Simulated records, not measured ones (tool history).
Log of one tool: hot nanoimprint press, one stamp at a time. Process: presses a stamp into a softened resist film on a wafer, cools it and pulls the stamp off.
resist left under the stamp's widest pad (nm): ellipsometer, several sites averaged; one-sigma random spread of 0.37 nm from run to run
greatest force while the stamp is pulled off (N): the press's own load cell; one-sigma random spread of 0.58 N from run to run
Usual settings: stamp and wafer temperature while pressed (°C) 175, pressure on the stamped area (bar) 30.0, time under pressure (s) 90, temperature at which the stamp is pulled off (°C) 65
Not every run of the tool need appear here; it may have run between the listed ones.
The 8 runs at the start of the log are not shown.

run   hour  stamp and wafer temperature while pressed (°C)  pressure on the stamped area (bar)  time under pressure (s)  temperature at which the stamp is pulled off (°C)  hours of work since the thermocouple was calibrated  imprints on the stamp's release coat  hours of work since the press's seals were changed  resist left under the stamp's widest pad (nm)  greatest force while the stamp is pulled off (N)
  9   68.5                                             175                                30.0                       90                                                 65                                                  223                                   317                                                 105                                          134.3                                             168.6
 10   73.8                                             175                                30.0                       90                                                 65                                                  226                                   339                                                 108                                          134.7                                             167.7
 11   77.7                                             175                                30.0                       90                                                 65                                                  229                                   356                                                 110                                          134.4                                             168.2
 12   83.9                                             175                                30.0                      176                                                 65                                                  232                                   383                                                 114                                          101.9                                             167.8
 13   92.3                                             175                                30.0                      176                                                 59                                                  237                                   419                                                 119                                          101.9                                             190.4
 14  101.4                                             175                                30.0                       90                                                 65                                                  242                                   457                                                 124                                          135.1                                             168.6
 15  105.8                                             175                                30.0                       90                                                 65                                                  244                                   477                                                 126                                          134.6                                             168.4
 16  111.0                                             175                                30.0                       90                                                 65                                                  247                                   498                                                 129                                          134.5                                             169.8
 17  120.4                                             175                                41.0                      111                                                 65                                                  253                                   539                                                 134                                          108.6                                             169.9
 18  129.7                                             184                                41.0                       99                                                 65                                                  258                                   579                                                 140                                           74.8                                             170.4
 19  139.1                                             184                                41.0                       99                                                 65                                                  263                                   619                                                 145                                           74.7                                             171.0
 20  147.1                                             184                                30.0                      102                                                 57                                                  268                                   653                                                 150                                           84.9                                             201.1
 21  152.6                                             182                                47.1                       70                                                 53                                                  271                                   677                                                 153                                           89.9                                             218.5
     164.5  -- stamp cleaned and given a new release coat
 22  167.5                                             182                                47.1                       70                                                 53                                                  276                                    13                                                 158                                           90.5                                             207.3
 23  172.2                                             175                                30.0                       67                                                 65                                                  279                                    33                                                 160                                          150.3                                             164.7
 24  181.7                                             175                                30.0                       67                                                 65                                                  284                                    73                                                 166                                          149.8                                             164.4
 25  190.7                                             163                                30.0                       90                                                 60                                                  289                                   112                                                 171                                          213.4                                             182.3
 26  200.0                                             163                                30.0                       90                                                 60                                                  294                                   152                                                 176                                          214.3                                             183.9
 27  204.7                                             182                                30.0                       49                                                 65                                                  297                                   172                                                 179                                          128.0                                             165.2
 28  210.4                                             174                                19.3                       49                                                 65                                                  300                                   196                                                 182                                          199.5                                             166.6
 29  218.3                                             187                                39.2                      110                                                 66                                                  305                                   230                                                 187                                           64.0                                             161.7
 30  227.3                                             177                                27.4                      110                                                 53                                                  310                                   269                                                 192                                          117.1                                             212.3

Predict each of these 3 candidate next runs independently; none follows another, all start after run 30:
  A  233.0                                             187                                27.4                       71                                                 68                                                  313                                   293                                                 195                                              ?                                                 ?
  B  233.0                                             170                                30.0                      154                                                 65                                                  313                                   293                                                 195                                              ?                                                 ?
  C  233.0                                             177                                22.5                      110                                                 53                                                  313                                   293                                                 195                                              ?                                                 ?

run  resist left under the stamp's widest pad (nm)  greatest force while the stamp is pulled off (N)
  A                                           91.9                                             155.1
  B                                          135.7                                             166.1
  C                                          127.7                                             211.8
What these runs would have given with no unlogged condition in the tool:
run  resist left under the stamp's widest pad (nm)  greatest force while the stamp is pulled off (N)
  A                                           94.2                                             154.9
  B                                          139.6                                             165.7
  C                                          131.2                                             210.6

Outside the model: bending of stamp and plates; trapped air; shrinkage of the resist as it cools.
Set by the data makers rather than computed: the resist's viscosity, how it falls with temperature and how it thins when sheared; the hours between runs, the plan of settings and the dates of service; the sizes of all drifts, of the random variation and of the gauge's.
